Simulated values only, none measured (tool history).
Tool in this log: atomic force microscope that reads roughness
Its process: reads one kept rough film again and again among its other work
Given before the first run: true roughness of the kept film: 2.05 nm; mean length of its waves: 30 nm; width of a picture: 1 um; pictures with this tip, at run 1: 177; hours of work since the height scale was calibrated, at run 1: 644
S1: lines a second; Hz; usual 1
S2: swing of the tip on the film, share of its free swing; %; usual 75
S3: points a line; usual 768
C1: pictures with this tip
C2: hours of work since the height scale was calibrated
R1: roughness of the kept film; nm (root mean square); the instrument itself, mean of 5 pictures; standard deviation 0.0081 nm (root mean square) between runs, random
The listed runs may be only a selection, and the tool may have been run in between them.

run    hour    S1  S2   S3   C1    C2     R1
  1       0     1  75  768  177   644  1.421
       27.9  -- new tip fitted
  2    49.9  1.41  75  768   34   678   1.65
  3    84.6  1.41  75  768   88   701   1.54
  4     120  1.41  75  768  144   725  1.474
  5   162.9  1.41  75  768  211   754  1.394
      168.9  -- new tip fitted
  6   221.7  1.41  75  768   83   793  1.556
  7   271.6  1.41  75  768  161   827  1.465
      311.5  -- new tip fitted
  8   314.7  1.41  75  768    5   855  1.693
  9   365.4  1.41  75  768   84   889  1.563
 10   394.7     1  75  768  130   909  1.551
 11   421.1     1  75  768  171   927  1.495
      453.6  -- new tip fitted
 12   469.9     1  75  768   26   959  1.699
 13   509.6     1  64  768   88   986  1.642
 14   541.3     1  64  768  137  1007  1.562
 15   584.7     1  90  768  205  1037  1.341
      596.3  -- new tip fitted
 16   626.4  2.06  75  768   47  1064  1.551
 17   673.7  2.06  75  768  121  1096  1.467
 18   731.7  2.06  75  768  211  1135  1.348
      737.1  -- new tip fitted
 19     770     1  75  768   51  1161  1.642
 20   819.3     1  75  768  128  1194  1.543
 21   876.1     1  75  768  217  1232  1.406
        882  -- new tip fitted
 22   929.2     1  75  768   74  1268  1.625
 23     962     1  75  768  125  1290  1.531
 24  1007.9     1  75  768  197  1321   1.43
     1022.4  -- new tip fitted
 25  1040.7     1  75  768   28  1342  1.685
 26  1083.7     1  75  768   95  1371  1.586
 27  1113.1     1  75  768  141  1391  1.527
     1166.7  -- new tip fitted
 28    1167     1  75  768    1  1427  1.721
 29  1210.9     1  72  385   70  1456  1.625
 30  1257.2     1  76  734  142  1488  1.508
     1308.3  -- new tip fitted
 31  1308.3     1  76  734    0  1522  1.738
 32  1357.8  2.59  77  330   78  1555  1.437
 33  1399.3  1.16  59  451  142  1583  1.557
     1449.3  -- new tip fitted
 34  1457.2  1.16  59  451   12  1622   1.78
 35  1498.1     1  61  487   76  1649  1.689
 36  1524.7  3.32  77  369  118  1667  1.323
 37  1551.3  3.32  77  369  159  1685  1.274
 38  1581.7  3.32  77  369  207  1705  1.219
       1591  -- new tip fitted
 39    1608     1  87  339   26  1723  1.599
 40  1657.3     1  75  363  103  1756  1.554
 41    1687  1.76  65  768  150  1776  1.495
 42  1724.1  1.76  65  768  208  1801  1.419
     1733.5  -- new tip fitted
 43  1763.7  1.76  65  768   47  1827  1.663
 44  1818.2  1.76  65  768  132  1864  1.532
 45    1852  1.76  65  768  185  1887  1.481
     1874.9  -- new tip fitted
 46  1887.1  1.76  65  768   19  1910  1.702
 47  1916.2  2.23  86  455   65  1929  1.384
 48  1967.8   2.6  75  824  145  1964   1.38
 49  2002.1     1  75  309  199  1987  1.424
     2017.7  -- new tip fitted
 50  2033.3     1  75  309   24  2008  1.677
 51  2064.4  1.98  69  359   73  2029  1.554
 52  2097.9  1.36  85  359  125  2051  1.403

3 ways to go on from here, each from the tool as it stands after run 52. What would each give?
  A  2140.3  0.79  75  347  191  2080   ?
  B  2140.3     1  78  768  191  2080   ?
  C  2140.3  0.73  75  768  191  2080   ?

run     R1
  A   1.44
  B  1.421
  C   1.47
Take away the tool's hidden state, keep each run's random variation, and the runs would have read:
run     R1
  A  1.761
  B  1.737
  C  1.796
